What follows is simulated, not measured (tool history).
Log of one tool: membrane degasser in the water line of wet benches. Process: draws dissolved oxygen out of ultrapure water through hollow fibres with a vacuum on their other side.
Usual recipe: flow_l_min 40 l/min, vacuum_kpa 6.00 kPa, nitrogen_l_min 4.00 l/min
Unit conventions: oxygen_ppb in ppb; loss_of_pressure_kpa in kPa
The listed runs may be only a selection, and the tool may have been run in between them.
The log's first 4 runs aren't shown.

{"run": 5, "hour": 666.8, "flow_l_min": 40, "vacuum_kpa": 6.0, "nitrogen_l_min": 1.99, "oxygen_ppb": 165.4, "loss_of_pressure_kpa": 58.95}
{"run": 6, "hour": 787.8, "flow_l_min": 40, "vacuum_kpa": 6.0, "nitrogen_l_min": 1.99, "oxygen_ppb": 168.2, "loss_of_pressure_kpa": 59.12}
{"run": 7, "hour": 908.4, "flow_l_min": 40, "vacuum_kpa": 6.0, "nitrogen_l_min": 1.86, "oxygen_ppb": 174.3, "loss_of_pressure_kpa": 58.85}
{"run": 8, "hour": 1008.0, "flow_l_min": 40, "vacuum_kpa": 6.0, "nitrogen_l_min": 3.4, "oxygen_ppb": 120.3, "loss_of_pressure_kpa": 58.63}
{"run": 9, "hour": 1171.5, "flow_l_min": 28, "vacuum_kpa": 6.0, "nitrogen_l_min": 4.0, "oxygen_ppb": 66.5, "loss_of_pressure_kpa": 41.2}
{"run": 10, "hour": 1276.6, "flow_l_min": 40, "vacuum_kpa": 4.28, "nitrogen_l_min": 4.0, "oxygen_ppb": 68.1, "loss_of_pressure_kpa": 58.84}
{"run": 11, "hour": 1394.4, "flow_l_min": 40, "vacuum_kpa": 4.28, "nitrogen_l_min": 4.0, "oxygen_ppb": 68.9, "loss_of_pressure_kpa": 59.34}
{"run": 12, "hour": 1486.3, "flow_l_min": 40, "vacuum_kpa": 6.0, "nitrogen_l_min": 4.0, "oxygen_ppb": 107.2, "loss_of_pressure_kpa": 59.16}
{"run": 13, "hour": 1660.8, "flow_l_min": 40, "vacuum_kpa": 6.0, "nitrogen_l_min": 4.0, "oxygen_ppb": 108.6, "loss_of_pressure_kpa": 59.43}
{"hour": 1679.6, "done": "vacuum gauge calibrated"}
{"run": 14, "hour": 1865.6, "flow_l_min": 40, "vacuum_kpa": 6.0, "nitrogen_l_min": 4.0, "oxygen_ppb": 109.3, "loss_of_pressure_kpa": 59.01}
{"run": 15, "hour": 2010.0, "flow_l_min": 40, "vacuum_kpa": 6.0, "nitrogen_l_min": 4.0, "oxygen_ppb": 110.1, "loss_of_pressure_kpa": 59.11}
{"run": 16, "hour": 2117.5, "flow_l_min": 40, "vacuum_kpa": 8.52, "nitrogen_l_min": 4.0, "oxygen_ppb": 169.1, "loss_of_pressure_kpa": 59.38}
{"run": 17, "hour": 2316.5, "flow_l_min": 48, "vacuum_kpa": 12.97, "nitrogen_l_min": 5.44, "oxygen_ppb": 262.0, "loss_of_pressure_kpa": 71.01}
{"run": 18, "hour": 2508.5, "flow_l_min": 28, "vacuum_kpa": 12.97, "nitrogen_l_min": 5.44, "oxygen_ppb": 137.6, "loss_of_pressure_kpa": 41.62}
{"run": 19, "hour": 2599.2, "flow_l_min": 44, "vacuum_kpa": 6.45, "nitrogen_l_min": 4.0, "oxygen_ppb": 137.2, "loss_of_pressure_kpa": 65.22}
{"hour": 2735.0, "done": "vacuum gauge calibrated, once more"}
{"run": 20, "hour": 2751.0, "flow_l_min": 44, "vacuum_kpa": 6.45, "nitrogen_l_min": 2.89, "oxygen_ppb": 160.0, "loss_of_pressure_kpa": 65.13}
{"run": 21, "hour": 2850.5, "flow_l_min": 28, "vacuum_kpa": 5.94, "nitrogen_l_min": 5.73, "oxygen_ppb": 50.8, "loss_of_pressure_kpa": 41.53}
{"run": 22, "hour": 3001.8, "flow_l_min": 28, "vacuum_kpa": 5.94, "nitrogen_l_min": 5.73, "oxygen_ppb": 51.6, "loss_of_pressure_kpa": 41.49}
{"run": 23, "hour": 3147.8, "flow_l_min": 35, "vacuum_kpa": 5.94, "nitrogen_l_min": 5.73, "oxygen_ppb": 71.4, "loss_of_pressure_kpa": 52.1}
{"run": 24, "hour": 3275.2, "flow_l_min": 35, "vacuum_kpa": 5.74, "nitrogen_l_min": 5.73, "oxygen_ppb": 68.5, "loss_of_pressure_kpa": 51.86}
{"run": 25, "hour": 3400.9, "flow_l_min": 35, "vacuum_kpa": 5.74, "nitrogen_l_min": 5.73, "oxygen_ppb": 69.1, "loss_of_pressure_kpa": 52.16}
{"run": 26, "hour": 3520.6, "flow_l_min": 35, "vacuum_kpa": 5.74, "nitrogen_l_min": 5.73, "oxygen_ppb": 69.0, "loss_of_pressure_kpa": 52.04}

The next listed run, before its measurement:
{"run": 27, "hour": 3710.4, "flow_l_min": 35, "vacuum_kpa": 5.74, "nitrogen_l_min": 5.73, "oxygen_ppb": "?", "loss_of_pressure_kpa": "?"}

Logged for run 27: oxygen_ppb 69.8 ppb, loss_of_pressure_kpa 51.95 kPa.
Take away the tool's hidden state, keep the run-to-run variation as it was, and the same run would have given oxygen_ppb 62.6 ppb, loss_of_pressure_kpa 49.85 kPa.

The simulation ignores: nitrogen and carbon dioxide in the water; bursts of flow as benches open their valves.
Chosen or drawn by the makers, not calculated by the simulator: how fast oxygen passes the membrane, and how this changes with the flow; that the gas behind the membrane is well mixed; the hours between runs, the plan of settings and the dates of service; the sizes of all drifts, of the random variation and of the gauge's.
